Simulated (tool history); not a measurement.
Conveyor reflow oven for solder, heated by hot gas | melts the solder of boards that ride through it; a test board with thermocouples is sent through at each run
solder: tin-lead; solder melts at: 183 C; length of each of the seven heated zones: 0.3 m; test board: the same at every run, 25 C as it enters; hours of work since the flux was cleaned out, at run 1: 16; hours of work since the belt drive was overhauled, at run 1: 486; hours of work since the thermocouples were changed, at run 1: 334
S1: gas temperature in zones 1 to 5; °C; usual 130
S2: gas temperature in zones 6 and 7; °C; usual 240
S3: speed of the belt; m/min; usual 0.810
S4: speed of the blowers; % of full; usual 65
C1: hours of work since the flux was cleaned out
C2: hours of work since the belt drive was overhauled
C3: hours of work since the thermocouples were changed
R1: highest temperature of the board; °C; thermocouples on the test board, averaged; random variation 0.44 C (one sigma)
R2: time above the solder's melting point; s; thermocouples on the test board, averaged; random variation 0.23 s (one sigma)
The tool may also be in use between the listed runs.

run	hour	S1	S2	S3	S4	C1	C2	C3	R1	R2
1	0.0	130	240	0.810	65	16	486	334	218.3	31.9
2	19.1	130	240	0.810	65	26	495	344	218.6	32.0
3	30.0	130	240	0.810	65	31	501	349	217.8	32.0
4	52.0	130	240	0.810	65	42	512	360	217.6	32.1
5	69.2	130	240	0.810	65	50	520	368	217.4	31.8
6	88.6	130	240	0.810	65	60	530	378	217.7	31.8
7	109.6	130	240	0.676	65	70	540	388	225.1	41.8
8	121.0	130	240	0.810	64	76	546	394	217.2	31.7
9	135.8	130	240	0.810	64	83	553	401	217.5	31.1
10	156.0	130	240	0.810	64	93	563	411	217.4	31.5
11	173.7	130	240	0.810	64	102	572	420	217.1	31.2
12	194.0	130	229	0.810	72	112	582	430	209.2	27.8
13	216.6	124	249	0.810	72	123	593	441	225.5	33.9
14	230.1	143	240	0.821	64	130	599	448	219.7	34.3
15	249.4	123	240	0.829	64	139	609	457	214.6	27.9
16	271.1	125	240	0.814	64	150	620	468	214.7	29.8
17	286.0	125	254	0.814	65	157	627	475	227.7	34.5

Forecast each of these 3 alternatives for the next run:
A	311.0	133	240	0.810	80	170	639	488	?	?
B	311.0	129	244	0.814	65	170	639	488	?	?
C	311.0	120	254	0.808	65	170	639	488	?	?

run	R1	R2
A	220.4	33.6
B	219.6	32.7
C	226.6	34.4
Without the tool's hidden state the same runs would have given:
run	R1	R2
A	222.3	34.3
B	221.5	33.4
C	228.7	35.1
